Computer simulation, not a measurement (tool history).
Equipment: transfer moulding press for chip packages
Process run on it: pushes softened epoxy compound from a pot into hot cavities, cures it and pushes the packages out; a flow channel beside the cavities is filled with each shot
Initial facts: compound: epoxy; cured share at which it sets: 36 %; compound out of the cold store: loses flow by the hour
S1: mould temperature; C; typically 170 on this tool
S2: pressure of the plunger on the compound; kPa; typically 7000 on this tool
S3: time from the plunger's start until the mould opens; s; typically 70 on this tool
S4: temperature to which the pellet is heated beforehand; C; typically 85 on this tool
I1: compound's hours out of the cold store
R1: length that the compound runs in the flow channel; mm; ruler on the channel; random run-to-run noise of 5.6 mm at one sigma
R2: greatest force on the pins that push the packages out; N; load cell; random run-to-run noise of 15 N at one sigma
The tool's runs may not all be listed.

{"run": 1, "day": 0.0, "S1": 170, "S2": 7000, "S3": 70, "S4": 85, "I1": 47.9, "R1": 801, "R2": 1104}
{"day": 0.392, "done": "cavities cleaned with cleaning compound and waxed"}
{"day": 2.633, "done": "plunger's sealing rings changed"}
{"day": 2.696, "done": "cavities cleaned with cleaning compound and waxed"}
{"run": 2, "day": 3.042, "S1": 170, "S2": 7000, "S3": 70, "S4": 85, "I1": 35.6, "R1": 914, "R2": 784}
{"day": 4.8, "done": "cavities cleaned with cleaning compound and waxed"}
{"run": 3, "day": 6.4, "S1": 170, "S2": 7000, "S3": 70, "S4": 85, "I1": 21.2, "R1": 940, "R2": 1126}
{"day": 6.967, "done": "cavities cleaned with cleaning compound and waxed"}
{"day": 9.196, "done": "cavities cleaned with cleaning compound and waxed"}
{"run": 4, "day": 9.592, "S1": 170, "S2": 7000, "S3": 70, "S4": 89, "I1": 10.4, "R1": 976, "R2": 900}
{"day": 11.375, "done": "mould's thermocouples calibrated"}
{"day": 11.438, "done": "cavities cleaned with cleaning compound and waxed"}
{"run": 5, "day": 12.292, "S1": 170, "S2": 7000, "S3": 70, "S4": 89, "I1": 42.1, "R1": 825, "R2": 1059}
{"day": 13.717, "done": "cavities cleaned with cleaning compound and waxed"}
{"day": 14.546, "done": "plunger's sealing rings changed"}
{"run": 6, "day": 15.583, "S1": 170, "S2": 7000, "S3": 70, "S4": 89, "I1": 24.5, "R1": 962, "R2": 1295}
{"day": 15.883, "done": "cavities cleaned with cleaning compound and waxed"}
{"day": 17.954, "done": "cavities cleaned with cleaning compound and waxed"}
{"run": 7, "day": 17.954, "S1": 170, "S2": 7000, "S3": 70, "S4": 89, "I1": 12.2, "R1": 998, "R2": 653}
{"run": 8, "day": 19.554, "S1": 170, "S2": 7000, "S3": 70, "S4": 89, "I1": 38.8, "R1": 882, "R2": 1142}
{"day": 20.312, "done": "cavities cleaned with cleaning compound and waxed"}
{"day": 22.525, "done": "cavities cleaned with cleaning compound and waxed"}
{"run": 9, "day": 22.525, "S1": 170, "S2": 7000, "S3": 70, "S4": 89, "I1": 21.7, "R1": 921, "R2": 660}
{"day": 24.675, "done": "cavities cleaned with cleaning compound and waxed"}
{"run": 10, "day": 25.379, "S1": 176, "S2": 7000, "S3": 70, "S4": 85, "I1": 23.5, "R1": 875, "R2": 760}
{"day": 26.233, "done": "plunger's sealing rings changed"}
{"day": 27.008, "done": "cavities cleaned with cleaning compound and waxed"}
{"day": 29.121, "done": "cavities cleaned with cleaning compound and waxed"}
{"run": 11, "day": 29.121, "S1": 176, "S2": 7000, "S3": 70, "S4": 85, "I1": 28.7, "R1": 902, "R2": 482}
{"day": 31.388, "done": "cavities cleaned with cleaning compound and waxed"}
{"run": 12, "day": 32.571, "S1": 176, "S2": 7000, "S3": 70, "S4": 85, "I1": 27.5, "R1": 889, "R2": 887}
{"day": 33.558, "done": "cavities cleaned with cleaning compound and waxed"}
{"run": 13, "day": 34.717, "S1": 170, "S2": 7000, "S3": 70, "S4": 85, "I1": 35.4, "R1": 855, "R2": 1184}
{"day": 35.708, "done": "cavities cleaned with cleaning compound and waxed"}
{"day": 37.996, "done": "plunger's sealing rings changed"}
{"day": 38.058, "done": "cavities cleaned with cleaning compound and waxed"}
{"run": 14, "day": 38.154, "S1": 170, "S2": 7550, "S3": 56, "S4": 81, "I1": 23.4, "R1": 1009, "R2": 1372}
{"day": 40.421, "done": "cavities cleaned with cleaning compound and waxed"}
{"run": 15, "day": 41.458, "S1": 172, "S2": 7000, "S3": 70, "S4": 85, "I1": 47, "R1": 839, "R2": 960}
{"day": 42.488, "done": "cavities cleaned with cleaning compound and waxed"}
{"run": 16, "day": 43.271, "S1": 170, "S2": 7000, "S3": 99, "S4": 82, "I1": 19.1, "R1": 954, "R2": 732}
{"day": 44.758, "done": "cavities cleaned with cleaning compound and waxed"}
{"run": 17, "day": 46.454, "S1": 170, "S2": 6680, "S3": 99, "S4": 83, "I1": 9.2, "R1": 958, "R2": 834}
{"day": 47.042, "done": "cavities cleaned with cleaning compound and waxed"}
{"day": 48.954, "done": "mould's thermocouples calibrated"}
{"day": 49.446, "done": "cavities cleaned with cleaning compound and waxed"}
{"day": 49.933, "done": "plunger's sealing rings changed"}
{"run": 18, "day": 49.933, "S1": 170, "S2": 8180, "S3": 73, "S4": 83, "I1": 43.1, "R1": 958, "R2": 857}
{"day": 51.779, "done": "cavities cleaned with cleaning compound and waxed"}
{"day": 53.908, "done": "cavities cleaned with cleaning compound and waxed"}
{"run": 19, "day": 53.908, "S1": 170, "S2": 5830, "S3": 82, "S4": 85, "I1": 34.6, "R1": 817, "R2": 509}
{"day": 56.092, "done": "cavities cleaned with cleaning compound and waxed"}
{"run": 20, "day": 56.121, "S1": 170, "S2": 7000, "S3": 67, "S4": 85, "I1": 12.4, "R1": 974, "R2": 842}
{"day": 58.454, "done": "cavities cleaned with cleaning compound and waxed"}
{"run": 21, "day": 59.475, "S1": 168, "S2": 6530, "S3": 67, "S4": 85, "I1": 38.3, "R1": 822, "R2": 1429}
{"day": 60.629, "done": "cavities cleaned with cleaning compound and waxed"}
{"day": 61.696, "done": "plunger's sealing rings changed"}
{"run": 22, "day": 62.304, "S1": 173, "S2": 7740, "S3": 70, "S4": 85, "I1": 19.2, "R1": 1026, "R2": 1049}
{"day": 62.946, "done": "cavities cleaned with cleaning compound and waxed"}
{"run": 23, "day": 64.017, "S1": 174, "S2": 7000, "S3": 70, "S4": 85, "I1": 11, "R1": 999, "R2": 966}
{"day": 65.158, "done": "cavities cleaned with cleaning compound and waxed"}
{"day": 67.279, "done": "cavities cleaned with cleaning compound and waxed"}
{"run": 24, "day": 67.525, "S1": 174, "S2": 7000, "S3": 70, "S4": 85, "I1": 11, "R1": 965, "R2": 707}
{"run": 25, "day": 69.088, "S1": 174, "S2": 7000, "S3": 70, "S4": 85, "I1": 38.4, "R1": 839, "R2": 978}
{"day": 69.421, "done": "cavities cleaned with cleaning compound and waxed"}
{"run": 26, "day": 71.225, "S1": 174, "S2": 7000, "S3": 70, "S4": 85, "I1": 25.1, "R1": 879, "R2": 999}

3 options for the next run, each taken on its own from the tool as it stands now. Forecast them:
{"day": 71.617, "done": "cavities cleaned with cleaning compound and waxed"}
{"day": 73.65, "done": "plunger's sealing rings changed"}
{"day": 73.917, "done": "cavities cleaned with cleaning compound and waxed"}
{"run": "A", "day": 74.208, "S1": 174, "S2": 7000, "S3": 55, "S4": 85, "I1": 12.8, "R1": "?", "R2": "?"}
{"day": 71.617, "done": "cavities cleaned with cleaning compound and waxed"}
{"day": 73.65, "done": "plunger's sealing rings changed"}
{"day": 73.917, "done": "cavities cleaned with cleaning compound and waxed"}
{"run": "B", "day": 74.208, "S1": 174, "S2": 7000, "S3": 53, "S4": 75, "I1": 20.9, "R1": "?", "R2": "?"}
{"day": 71.617, "done": "cavities cleaned with cleaning compound and waxed"}
{"day": 73.65, "done": "plunger's sealing rings changed"}
{"day": 73.917, "done": "cavities cleaned with cleaning compound and waxed"}
{"run": "C", "day": 74.208, "S1": 163, "S2": 5620, "S3": 58, "S4": 85, "I1": 21.4, "R1": "?", "R2": "?"}

run=A R1=997 R2=1346
run=B R1=964 R2=1532
run=C R1=905 R2=2271
The same runs, with their run-to-run variation unchanged, on a tool lacking any hidden condition would have given:
run=A R1=1005 R2=1054
run=B R1=972 R2=1194
run=C R1=913 R2=1743
